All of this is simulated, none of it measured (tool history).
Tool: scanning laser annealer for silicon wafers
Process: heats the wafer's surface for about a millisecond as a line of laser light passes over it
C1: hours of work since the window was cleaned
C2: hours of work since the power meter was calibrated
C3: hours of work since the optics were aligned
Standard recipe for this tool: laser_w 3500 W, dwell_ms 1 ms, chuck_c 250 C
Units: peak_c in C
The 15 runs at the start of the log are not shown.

run 16 hour=224.6 | laser_w=3500 dwell_ms=1 chuck_c=250 | C1=43 C2=564 C3=1338 | peak_c=1065
run 17 hour=242.6 | laser_w=3500 dwell_ms=1 chuck_c=250 | C1=57 C2=577 C3=1352 | peak_c=1065
run 18 hour=251.8 | laser_w=3500 dwell_ms=1 chuck_c=250 | C1=63 C2=584 C3=1358 | peak_c=1068
run 19 hour=265.2 | laser_w=3500 dwell_ms=1.04 chuck_c=250 | C1=73 C2=594 C3=1368 | peak_c=1079
run 20 hour=273.8 | laser_w=3500 dwell_ms=1.04 chuck_c=250 | C1=80 C2=600 C3=1375 | peak_c=1074
run 21 hour=284.4 | laser_w=3500 dwell_ms=0.84 chuck_c=240 | C1=87 C2=608 C3=1383 | peak_c=994
run 22 hour=298.3 | laser_w=3500 dwell_ms=0.84 chuck_c=240 | C1=98 C2=618 C3=1393 | peak_c=990
run 23 hour=307.5 | laser_w=3500 dwell_ms=0.71 chuck_c=250 | C1=104 C2=625 C3=1400 | peak_c=949
run 24 hour=320.2 | laser_w=3050 dwell_ms=0.71 chuck_c=265 | C1=114 C2=634 C3=1409 | peak_c=856
run 25 hour=330.6 | laser_w=3087 dwell_ms=0.81 chuck_c=218 | C1=121 C2=642 C3=1417 | peak_c=853
run 26 hour=339.7 | laser_w=3068 dwell_ms=0.74 chuck_c=251 | C1=128 C2=649 C3=1423 | peak_c=857
run 27 hour=355.8 | laser_w=3068 dwell_ms=0.74 chuck_c=251 | C1=140 C2=661 C3=1435 | peak_c=856

Run 28, settings as shown, results not yet in. Your forecast:
run 28 hour=364.9 | laser_w=3068 dwell_ms=0.74 chuck_c=251 | C1=147 C2=667 C3=1442 | peak_c=?

peak_c: 858 C
Were there no unlogged condition in the tool, this run, its random variation unchanged, would have produced peak_c 881 C.
